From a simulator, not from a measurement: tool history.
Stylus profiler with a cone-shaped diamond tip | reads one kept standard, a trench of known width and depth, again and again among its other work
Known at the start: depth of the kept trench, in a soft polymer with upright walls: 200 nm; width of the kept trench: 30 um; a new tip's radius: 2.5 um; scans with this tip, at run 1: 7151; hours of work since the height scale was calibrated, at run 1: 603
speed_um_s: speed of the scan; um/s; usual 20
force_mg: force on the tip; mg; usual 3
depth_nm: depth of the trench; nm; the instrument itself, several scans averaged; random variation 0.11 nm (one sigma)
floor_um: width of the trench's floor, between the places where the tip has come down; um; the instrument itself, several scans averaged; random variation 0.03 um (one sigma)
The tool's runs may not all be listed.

run	hour	speed_um_s	force_mg	scans with this tip	hours of work since the height scale was calibrated	depth_nm	floor_um
1	0	20	3	7151	603	201.32	28.01
2	43.5	8	3	7448	628	201.23	28.01
3	131.7	8	3	8051	679	201.36	28.01
4	177.8	20	1.2	8365	706	200.86	27.87
5	256.4	20	1.2	8903	751	200.78	27.96
6	356	70	3	9583	808	201.3	27.86
7	419.2	20	7.85	10014	845	202.78	28
8	497	20	3	10546	889	201.35	28.02

For run 9, what comes out?
9	549.2	6	2.56	10902	919	?	?

{"run 9": {"depth_nm": 201.14, "floor_um": 28.03}}
If the tool had no hidden condition, the same run with the same run-to-run variation would have returned depth_nm 201.15 nm, floor_um 28.03 um.
